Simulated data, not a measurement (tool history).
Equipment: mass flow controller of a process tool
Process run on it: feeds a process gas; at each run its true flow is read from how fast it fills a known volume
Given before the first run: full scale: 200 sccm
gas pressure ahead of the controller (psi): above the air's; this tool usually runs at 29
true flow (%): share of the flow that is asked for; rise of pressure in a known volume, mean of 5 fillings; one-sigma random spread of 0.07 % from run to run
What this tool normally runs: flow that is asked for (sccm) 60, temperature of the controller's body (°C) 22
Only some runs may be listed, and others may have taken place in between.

| run | day | flow that is asked for (sccm) | gas pressure ahead of the controller (psi) | temperature of the controller's body (°C) | true flow (%) |
|---|---|---|---|---|---|
| 1 | 0 | 60 | 29 | 22 | 93.14 |
| 2 | 2.708 | 60 | 29 | 26 | 93.52 |
| 3 | 4.354 | 60 | 31.9 | 22 | 92.85 |
| 4 | 6.8 | 60 | 31.9 | 22 | 92.9 |
| 5 | 8.992 | 60 | 31.9 | 22 | 92.82 |
| 6 | 11.367 | 118 | 31.9 | 22 | 94.84 |
| 7 | 13.258 | 118 | 31.9 | 22 | 94.9 |

Run 8 comes next. What will it give?
| 8 | 15 | 118 | 27.3 | 38 | ? |

Run 8 gave true flow (%) 96.35.
Minus the tool's unlogged condition, the same run would have read true flow (%) 100.1.
